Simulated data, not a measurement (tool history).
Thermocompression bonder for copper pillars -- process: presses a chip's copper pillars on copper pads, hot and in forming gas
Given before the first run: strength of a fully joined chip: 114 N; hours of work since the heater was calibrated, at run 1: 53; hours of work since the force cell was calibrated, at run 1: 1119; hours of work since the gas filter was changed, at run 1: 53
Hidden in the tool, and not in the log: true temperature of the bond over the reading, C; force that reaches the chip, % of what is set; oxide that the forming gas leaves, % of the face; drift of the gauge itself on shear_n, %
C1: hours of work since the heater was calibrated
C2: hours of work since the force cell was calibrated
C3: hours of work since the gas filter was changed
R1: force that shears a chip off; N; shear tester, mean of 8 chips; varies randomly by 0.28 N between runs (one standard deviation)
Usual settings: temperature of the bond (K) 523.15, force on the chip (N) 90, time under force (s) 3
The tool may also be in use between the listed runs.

Run 1, hour 0: usual settings; C1 53; C2 1119; C3 53. Result: R1 81.4 N.
Run 2, hour 51.5: usual settings; C1 90; C2 1156; C3 90. Result: R1 80 N.
At hour 79.9: forming gas filter changed.
Run 3, hour 138.4: usual settings; C1 151; C2 1217; C3 42. Result: R1 81.1 N.
Run 4, hour 209.8: usual settings; C1 202; C2 1268; C3 92. Result: R1 79.2 N.
At hour 233.8: forming gas filter changed.
Run 5, hour 290.2: usual settings but temperature of the bond (K) 534.15; C1 259; C2 1325; C3 40. Result: R1 88.8 N.
Run 6, hour 342.6: usual settings; C1 297; C2 1362; C3 77. Result: R1 79.3 N.
At hour 389.3: forming gas filter changed.
Run 7, hour 401.1: usual settings; C1 338; C2 1403; C3 8. Result: R1 81.4 N.
Run 8, hour 472.8: usual settings; C1 389; C2 1455; C3 60. Result: R1 80.3 N.
At hour 543: forming gas filter changed.
Run 9, hour 543: usual settings; C1 439; C2 1504; C3 0. Result: R1 81.9 N.
At hour 567.8: force cell calibrated.
Run 10, hour 628: usual settings; C1 498; C2 43; C3 59. Result: R1 77.5 N.
Run 11, hour 678.5: usual settings but temperature of the bond (K) 507.15; C1 534; C2 79; C3 95. Result: R1 63.8 N.
At hour 701.6: forming gas filter changed.
Run 12, hour 752.9: usual settings but temperature of the bond (K) 507.15; C1 587; C2 131; C3 37. Result: R1 64.3 N.
Run 13, hour 829.2: usual settings but temperature of the bond (K) 501.15; C1 641; C2 186; C3 91. Result: R1 57.5 N.
At hour 856.9: forming gas filter changed.
Run 14, hour 874.9: usual settings but temperature of the bond (K) 501.15; C1 673; C2 218; C3 13. Result: R1 59.2 N.
Run 15, hour 943.3: usual settings; C1 722; C2 267; C3 62. Result: R1 76.4 N.
At hour 1015.3: forming gas filter changed.
Run 16, hour 1025.4: usual settings; C1 780; C2 325; C3 7. Result: R1 78.1 N.
Run 17, hour 1090.2: usual settings; C1 826; C2 371; C3 53. Result: R1 76 N.
At hour 1144.3: heater calibrated with a thermocouple chip.
Run 18, hour 1144.3: usual settings; C1 0; C2 408; C3 90. Result: R1 78.3 N.
At hour 1175.8: forming gas filter changed.
Run 19, hour 1189.4: usual settings but temperature of the bond (K) 527.15; C1 32; C2 440; C3 10. Result: R1 83 N.
Run 20, hour 1262.7: usual settings but temperature of the bond (K) 527.15; C1 84; C2 492; C3 62. Result: R1 81.9 N.
Run 21, hour 1305.3: usual settings but temperature of the bond (K) 527.15, force on the chip (N) 97, time under force (s) 4; C1 114; C2 522; C3 92. Result: R1 88.4 N.

Forecast run 22:
At hour 1332.8: forming gas filter changed.
Run 22, hour 1356: usual settings but temperature of the bond (K) 508.15, force on the chip (N) 114, time under force (s) 5; C1 150; C2 558; C3 17. Result: R1 ?.

R1: 86.6 N
With no hidden state in the tool, this same run would have given R1 87.5 N.
